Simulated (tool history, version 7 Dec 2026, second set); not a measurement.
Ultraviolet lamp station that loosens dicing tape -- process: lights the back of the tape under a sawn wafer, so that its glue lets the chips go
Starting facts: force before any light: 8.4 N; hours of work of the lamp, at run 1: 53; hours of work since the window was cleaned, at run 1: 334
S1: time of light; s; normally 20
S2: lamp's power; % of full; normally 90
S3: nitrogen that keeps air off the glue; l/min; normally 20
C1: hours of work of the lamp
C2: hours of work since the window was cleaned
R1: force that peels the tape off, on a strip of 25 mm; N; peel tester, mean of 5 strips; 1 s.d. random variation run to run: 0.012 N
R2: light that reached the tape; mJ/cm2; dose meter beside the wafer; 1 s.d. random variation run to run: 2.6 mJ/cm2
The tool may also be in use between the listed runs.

run,day,S1,S2,S3,C1,C2,R1,R2
1,0,20,90,20,53,334,0.784,269
2,0.312,20,90,20,57,338,0.769,266
3,0.638,20,90,20,61,342,0.79,269
4,0.896,20,90,20,64,345,0.789,268
5,1.392,20,90,20,70,351,0.8,268
6,1.746,20,90,20,74,355,0.81,261
7,2.196,20,90,20,79,360,0.817,265
8,2.6,11,90,20,84,365,2.256,144
9,3.092,37,90,20,90,371,0.204,488
10,3.425,37,90,18,94,375,0.208,481
11,3.929,37,90,18,100,381,0.227,481
12,4.275,37,90,18,104,385,0.22,482
13,4.612,37,95,7,108,389,0.416,500
14,4.904,17,90,20,112,392,1.197,217
15,5.192,30,62,20,115,396,0.829,265
16,5.504,30,73,20,119,400,0.579,307
17,5.846,32,63,20,123,404,0.687,285
18,6.229,11,90,26,127,408,2.131,136
19,6.629,29,77,7,132,413,1.215,314
20,7.104,28,99,8,138,419,0.711,385
21,7.412,28,99,8,141,422,0.68,390
22,7.675,17,82,8,145,425,2.416,197
23,8.017,10,87,39,149,429,2.334,121
24,8.254,10,87,39,151,432,2.385,120

4 options for the next run, each taken on its own from the tool as it stands now. Forecast them:
A,8.533,14,87,33,155,436,?,?
B,8.533,16,62,16,155,436,?,?
C,8.533,35,69,11,155,436,?,?
D,8.533,13,90,20,155,436,?,?

run,R1,R2
A,1.53,163
B,2.59,137
C,0.764,331
D,1.994,162
Without the tool's unlogged condition, the same runs would have read:
run,R1,R2
A,0.955,212
B,1.867,177
C,0.418,427
D,1.329,209
